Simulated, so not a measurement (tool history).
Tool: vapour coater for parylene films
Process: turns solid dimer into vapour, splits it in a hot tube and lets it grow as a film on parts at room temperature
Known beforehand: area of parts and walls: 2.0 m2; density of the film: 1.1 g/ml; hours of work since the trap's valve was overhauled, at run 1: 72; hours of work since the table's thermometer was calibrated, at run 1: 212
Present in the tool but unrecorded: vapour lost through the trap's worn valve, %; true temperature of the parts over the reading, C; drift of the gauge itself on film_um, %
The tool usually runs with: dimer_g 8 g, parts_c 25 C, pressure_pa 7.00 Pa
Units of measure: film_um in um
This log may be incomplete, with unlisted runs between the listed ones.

run,hour,dimer_g,parts_c,pressure_pa,hours of work since the trap's valve was overhauled,hours of work since the table's thermometer was calibrated,film_um
1,0.0,8,25,7.00,72,212,2.01
2,36.2,8,25,7.85,95,235,1.95
3,77.3,8,25,7.00,122,261,1.98
4,118.7,14,25,7.00,148,288,3.48
5,147.9,14,25,7.00,167,306,3.48
6,186.9,8,25,7.00,191,331,1.98
7,232.8,8,25,7.00,221,361,1.99
# hour 262.7: trap's valve overhauled
8,265.1,8,25,7.00,2,379,2.00
9,294.6,12,25,7.00,20,397,2.99
10,338.3,12,25,7.00,48,425,3.00
11,359.1,12,25,7.00,61,439,3.00
12,380.5,8,25,7.00,75,452,1.99
13,405.0,8,25,7.00,91,468,1.97
14,426.6,8,25,5.37,105,482,2.11
15,448.7,8,25,5.37,119,496,2.09
16,468.6,8,25,5.37,131,508,2.09
17,490.3,8,25,5.37,145,522,2.10
18,528.5,8,25,5.37,169,546,2.11
19,555.9,8,25,5.37,187,564,2.07
20,597.4,8,18,7.00,213,590,2.21
21,616.4,5,19,7.00,226,603,1.39
# hour 638.8: trap's valve overhauled
22,648.2,10,19,7.00,6,620,2.74
23,670.6,10,19,7.00,20,635,2.78
24,703.5,8,33,7.00,41,656,1.76
25,729.5,9,21,4.40,58,672,2.62
26,773.0,8,28,2.39,86,700,2.35
27,810.5,8,23,2.12,110,724,2.63
28,844.7,8,23,2.12,131,746,2.62
29,873.1,7,35,2.36,149,764,1.82
30,893.7,7,35,2.36,163,777,1.81
31,912.1,7,35,2.36,174,789,1.82
32,945.8,8,17,7.00,196,810,2.32
33,970.9,8,33,3.14,212,826,2.04
34,999.8,8,33,3.14,230,844,2.05
# hour 1014.7: trap's valve overhauled
35,1025.0,8,33,3.14,7,858,2.05
# hour 1048.0: table's thermometer calibrated
36,1071.6,9,30,7.92,36,15,2.02
37,1091.3,5,17,3.57,48,28,1.64
38,1127.8,8,20,7.00,72,51,2.16
39,1172.9,12,25,9.97,100,80,2.80

Consider 5 possible next runs. They are alternatives, not a sequence: every one starts from the tool as it was left by run 39. What does each give?
A,1196.5,3,21,2.85,115,95,?
B,1196.5,3,25,8.25,115,95,?
C,1196.5,5,25,9.97,115,95,?
D,1196.5,10,25,4.43,115,95,?
E,1196.5,13,33,9.99,115,95,?

run,film_um
A,0.96
B,0.72
C,1.15
D,2.73
E,2.64
With no hidden state in the tool, these same runs would have given:
run,film_um
A,0.96
B,0.72
C,1.15
D,2.74
E,2.64

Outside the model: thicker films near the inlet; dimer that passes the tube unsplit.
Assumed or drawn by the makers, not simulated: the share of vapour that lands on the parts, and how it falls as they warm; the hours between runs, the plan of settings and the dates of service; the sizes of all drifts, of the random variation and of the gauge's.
